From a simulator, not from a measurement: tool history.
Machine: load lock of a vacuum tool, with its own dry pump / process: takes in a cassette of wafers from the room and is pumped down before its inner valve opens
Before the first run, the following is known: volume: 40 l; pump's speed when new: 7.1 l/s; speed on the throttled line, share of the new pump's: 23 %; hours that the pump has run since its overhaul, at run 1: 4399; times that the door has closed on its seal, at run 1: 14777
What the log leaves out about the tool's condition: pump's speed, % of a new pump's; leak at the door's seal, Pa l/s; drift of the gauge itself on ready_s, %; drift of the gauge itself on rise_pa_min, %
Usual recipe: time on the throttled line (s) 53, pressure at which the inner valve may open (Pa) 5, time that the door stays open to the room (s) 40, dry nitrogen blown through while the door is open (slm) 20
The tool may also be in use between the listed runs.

run	hour	time on the throttled line (s)	pressure at which the inner valve may open (Pa)	time that the door stays open to the room (s)	dry nitrogen blown through while the door is open (slm)	hours that the pump has run since its overhaul	times that the door has closed on its seal	incoming humidity of the room's air, %	time from the closed door until the inner valve may open (s)	rise of the pressure with all valves shut (Pa/min)
1	0.0	53	5	40	20	4399	14777	47.6	100.7	0.111
2	268.6	53	5	40	20	4668	15268	43.1	100.0	0.105
3	482.5	53	5	40	20	4882	15660	40.1	99.6	0.112
4	699.9	53	5	87	20	5099	16057	42.7	101.7	0.135
5	1076.9	53	5	87	20	5476	16746	40.7	101.0	0.132
6	1426.8	41	5	40	20	5826	17386	48.5	92.2	0.126
7	1775.1	53	5	40	20	6174	18023	46.3	99.6	0.126
8	2081.6	36	4	169	11	6481	18584	45.9	90.1	0.203
9	2497.0	36	4	169	11	6896	19343	47.4	91.0	0.205

Run 10 comes next. What will it give?
10	2929.1	75	6	40	20	7328	20134	44.3	?	?

{"run 10": {"time from the closed door until the inner valve may open (s)": 117.8, "rise of the pressure with all valves shut (Pa/min)": 0.135}}
On a tool with no hidden condition, and with the same random variation, this run would have come out at time from the closed door until the inner valve may open (s) 114.6, rise of the pressure with all valves shut (Pa/min) 0.043.
